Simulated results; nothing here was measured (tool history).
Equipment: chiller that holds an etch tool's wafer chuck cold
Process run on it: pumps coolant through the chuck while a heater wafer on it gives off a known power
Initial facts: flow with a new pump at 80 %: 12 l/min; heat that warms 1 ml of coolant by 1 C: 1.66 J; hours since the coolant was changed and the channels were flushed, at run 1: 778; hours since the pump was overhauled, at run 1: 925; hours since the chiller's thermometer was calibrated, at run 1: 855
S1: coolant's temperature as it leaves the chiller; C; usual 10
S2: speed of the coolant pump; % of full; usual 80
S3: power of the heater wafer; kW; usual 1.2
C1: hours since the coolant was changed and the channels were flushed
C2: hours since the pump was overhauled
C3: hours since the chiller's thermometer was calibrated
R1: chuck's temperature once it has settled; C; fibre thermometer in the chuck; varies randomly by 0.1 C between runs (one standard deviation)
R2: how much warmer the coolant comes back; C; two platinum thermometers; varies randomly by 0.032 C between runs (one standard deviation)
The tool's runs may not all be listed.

| run | day | S1 | S2 | S3 | C1 | C2 | C3 | R1 | R2 |
|---|---|---|---|---|---|---|---|---|---|
| 1 | 0 | 10 | 80 | 1.2 | 778 | 925 | 855 | 20.9 | 3.69 |
| 2 | 1.017 | 10 | 80 | 1.2 | 802 | 949 | 880 | 20.9 | 3.64 |
| 3 | 2.083 | 10 | 80 | 1.2 | 828 | 975 | 905 | 20.8 | 3.6 |
| 4 | 3.525 | 6 | 80 | 1.2 | 862 | 1010 | 940 | 17 | 3.65 |
| 5 | 4.354 | 6 | 80 | 1.2 | 882 | 1029 | 960 | 16.8 | 3.69 |
| 6 | 6.071 | 10 | 80 | 1.2 | 923 | 1071 | 1001 | 21 | 3.64 |
| 7 | 7.208 | 10 | 80 | 1.2 | 951 | 1098 | 1028 | 20.9 | 3.7 |
| 8 | 8.667 | 10 | 80 | 1.2 | 986 | 1133 | 1063 | 21 | 3.66 |
| 9 | 10.096 | 10 | 80 | 1.2 | 1020 | 1167 | 1098 | 20.8 | 3.66 |
| 10 | 11.542 | 10 | 80 | 1.2 | 1055 | 1202 | 1132 | 21 | 3.66 |
| 11 | 13.188 | 10 | 80 | 1.2 | 1094 | 1242 | 1172 | 21.1 | 3.62 |
| 12 | 14.65 | 10 | 80 | 1.2 | 1129 | 1277 | 1207 | 21.2 | 3.71 |
| 13 | 15.867 | 10 | 80 | 1.2 | 1158 | 1306 | 1236 | 21 | 3.68 |
| 14 | 17.583 | 10 | 82 | 1.2 | 1200 | 1347 | 1277 | 20.9 | 3.65 |
| 15 | 18.688 | 10 | 82 | 1.2 | 1226 | 1374 | 1304 | 20.8 | 3.49 |
| 16 | 20.258 | 10 | 80 | 1.2 | 1264 | 1411 | 1341 | 21 | 3.66 |
| 17 | 21.446 | 4 | 80 | 1.401 | 1292 | 1440 | 1370 | 17 | 4.29 |
| 18 | 22.479 | 4 | 80 | 1.401 | 1317 | 1465 | 1395 | 16.9 | 4.33 |
| 19 | 23.454 | 4 | 80 | 1.401 | 1341 | 1488 | 1418 | 16.9 | 4.29 |
| 20 | 24.367 | 4 | 80 | 1.2 | 1362 | 1510 | 1440 | 15.1 | 3.72 |
|  | 24.558 | chiller's thermometer calibrated |
| 21 | 26.117 | 8 | 80 | 1.2 | 1403 | 1551 | 37 | 19.1 | 3.62 |
| 22 | 27.862 | 3 | 94 | 1.527 | 1445 | 1593 | 79 | 15.6 | 3.9 |
| 23 | 29.304 | 3 | 94 | 1.527 | 1480 | 1627 | 114 | 15.9 | 3.89 |
| 24 | 30.517 | 3 | 94 | 1.527 | 1509 | 1656 | 143 | 15.8 | 3.93 |
| 25 | 32.3 | 10 | 69 | 0.766 | 1552 | 1699 | 186 | 17.9 | 2.77 |
| 26 | 33.242 | 10 | 69 | 0.766 | 1574 | 1722 | 208 | 18 | 2.8 |
|  | 34.6 | chiller's thermometer calibrated, once more |
| 27 | 34.638 | 1 | 86 | 1.464 | 1607 | 1754 | 1 | 14 | 4.16 |
| 28 | 36.358 | 10 | 75 | 1.2 | 1648 | 1796 | 42 | 21.6 | 3.95 |
| 29 | 37.904 | 15 | 76 | 0.689 | 1685 | 1833 | 79 | 21.7 | 2.25 |
| 30 | 39.242 | 15 | 76 | 0.689 | 1718 | 1865 | 111 | 21.4 | 2.25 |
| 31 | 40.858 | 4 | 76 | 0.689 | 1756 | 1904 | 150 | 10.5 | 2.23 |
| 32 | 42.483 | 14 | 81 | 0.95 | 1795 | 1943 | 189 | 22.8 | 2.88 |

Each row is a separate what-if for the run after 32, all from the same tool condition, not one after another. Results?
| A | 43.508 | 15 | 80 | 1.2 | 1820 | 1967 | 214 | ? | ? |
| B | 43.508 | 17 | 61 | 1.2 | 1820 | 1967 | 214 | ? | ? |
| C | 43.508 | 5 | 80 | 1.2 | 1820 | 1967 | 214 | ? | ? |
| D | 43.508 | 14 | 81 | 0.669 | 1820 | 1967 | 214 | ? | ? |

| run | R1 | R2 |
|---|---|---|
| A | 26 | 3.75 |
| B | 30.4 | 4.97 |
| C | 16.1 | 3.68 |
| D | 20.1 | 2.04 |
Had the tool no hidden state, the same runs would have come out as:
| run | R1 | R2 |
|---|---|---|
| A | 25.4 | 3.67 |
| B | 29.6 | 4.86 |
| C | 15.4 | 3.6 |
| D | 19.8 | 1.99 |
